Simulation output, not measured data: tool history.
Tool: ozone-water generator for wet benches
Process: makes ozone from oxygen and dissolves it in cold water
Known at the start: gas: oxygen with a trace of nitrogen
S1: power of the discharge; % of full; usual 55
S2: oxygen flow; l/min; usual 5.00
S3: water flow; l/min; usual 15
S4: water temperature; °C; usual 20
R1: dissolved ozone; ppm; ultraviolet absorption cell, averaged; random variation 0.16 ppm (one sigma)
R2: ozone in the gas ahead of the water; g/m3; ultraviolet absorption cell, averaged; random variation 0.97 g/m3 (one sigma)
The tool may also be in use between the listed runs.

run	hour	S1	S2	S3	S4	R1	R2
1	0.0	55	5.00	15	20	20.3	166.5
2	65.5	55	5.00	15	20	20.5	167.0
3	127.7	55	5.00	15	20	20.1	167.0
4	178.2	55	5.00	15	20	20.2	165.8
5	215.8	55	5.00	16	20	19.3	164.3
6	259.0	80	5.00	16	20	24.2	207.9
7	298.9	80	5.00	16	20	24.5	208.7
8	334.1	55	5.00	15	20	20.3	164.7
9	408.9	55	5.00	15	20	20.3	166.9
10	482.0	55	5.00	15	20	20.3	163.3
11	550.9	55	5.00	15	20	20.2	164.5
12	606.4	55	5.00	15	20	20.1	163.9
13	645.6	49	5.00	15	20	19.1	153.2
14	695.8	49	5.00	15	20	18.7	154.0
15	764.1	49	4.23	15	20	19.4	172.6
16	799.1	49	4.23	15	20	19.3	172.8
17	838.0	49	4.23	15	20	19.6	172.7
18	912.1	49	4.23	15	20	19.6	171.2
19	943.8	55	8.42	15	20	17.2	112.5
20	980.7	55	8.42	15	20	17.2	113.2
21	1056.2	55	8.55	15	23	16.3	113.4
22	1098.4	55	8.55	15	23	16.3	111.1
23	1145.0	46	8.55	15	23	14.6	100.3
24	1209.0	55	3.33	15	20	21.5	215.6
25	1259.1	55	3.33	15	20	21.5	216.9
26	1319.2	65	6.08	17	20	19.7	157.0
27	1353.1	69	8.68	15	18	20.8	125.9
28	1392.1	48	8.12	20	15	15.2	105.8
29	1467.2	48	8.12	20	15	15.4	106.4
30	1524.6	48	8.12	13	15	19.3	105.5
31	1576.2	55	5.00	15	18	21.1	163.0
32	1635.0	98	4.76	18	20	25.9	237.7

Measured less the same run without the tool's hidden state. The same run-to-run variation is in both; the gauge's scatter may not be:
The hidden state here: yield of the discharge, % of new electrodes'; contactor's efficiency, % of a clean one's; true water temperature over the reading, C; drift of the gauge itself on ozone_ppm, %; drift of the gauge itself on gas_g_m3, %.
run	R2
1	-0.1
2	-0.3
3	-0.5
4	-0.6
5	-0.6
6	-1.1
7	-1.2
8	-1.0
9	-1.2
10	-1.4
11	-1.6
12	-1.7
13	-1.8
14	-1.9
15	-2.3
16	-2.4
17	-2.6
18	-2.7
19	-1.9
20	-2.0
21	-2.1
22	-2.2
23	-2.0
24	-4.6
25	-4.8
26	-3.6
27	-3.0
28	-2.6
29	-2.7
30	-2.8
31	-4.5
32	-6.9
R1: within 0.1 ppm of the measured result in every run.
